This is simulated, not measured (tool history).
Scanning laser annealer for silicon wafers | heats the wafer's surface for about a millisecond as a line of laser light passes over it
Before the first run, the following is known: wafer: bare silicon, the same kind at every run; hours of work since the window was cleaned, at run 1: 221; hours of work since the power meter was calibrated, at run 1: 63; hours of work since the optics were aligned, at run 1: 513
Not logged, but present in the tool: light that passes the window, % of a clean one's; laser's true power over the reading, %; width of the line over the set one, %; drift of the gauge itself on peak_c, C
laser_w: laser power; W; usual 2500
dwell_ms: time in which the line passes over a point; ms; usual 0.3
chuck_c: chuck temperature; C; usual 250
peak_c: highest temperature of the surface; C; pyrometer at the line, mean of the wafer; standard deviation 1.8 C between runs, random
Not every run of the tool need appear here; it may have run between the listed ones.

run,hour,laser_w,dwell_ms,chuck_c,hours of work since the window was cleaned,hours of work since the power meter was calibrated,hours of work since the optics were aligned,peak_c
1,0,2500,0.3,250,221,63,513,923
2,19.2,2500,0.3,250,230,72,521,926
3,27.5,2500,0.222,250,234,76,525,836
4,41.2,2500,0.222,250,240,82,532,834
# hour 44.9: window over the wafer cleaned
5,54.4,2500,0.222,250,4,87,537,832
6,70.3,2500,0.3,250,12,95,544,921
7,82.4,2500,0.3,250,17,100,550,921
8,92.3,2383,0.3,251,22,105,554,881
9,107.7,2641,0.32,225,29,112,561,959
10,116.1,2500,0.3,245,33,116,565,912
11,127,2500,0.3,245,38,121,570,911
12,143.4,2214,0.253,243,45,128,578,770
# hour 162.1: window over the wafer cleaned, once more
13,163.8,2500,0.353,215,1,137,586,968

4 options for the next run, each taken on its own from the tool as it stands now. Forecast them:
A,182.9,2449,0.353,215,10,145,595,?
B,182.9,2686,0.256,254,10,145,595,?
C,182.9,2471,0.296,250,10,145,595,?
D,182.9,2500,0.212,215,10,145,595,?

run,peak_c
A,945
B,958
C,929
D,799
What these runs would have given with no unlogged condition in the tool:
run,peak_c
A,954
B,966
C,937
D,807

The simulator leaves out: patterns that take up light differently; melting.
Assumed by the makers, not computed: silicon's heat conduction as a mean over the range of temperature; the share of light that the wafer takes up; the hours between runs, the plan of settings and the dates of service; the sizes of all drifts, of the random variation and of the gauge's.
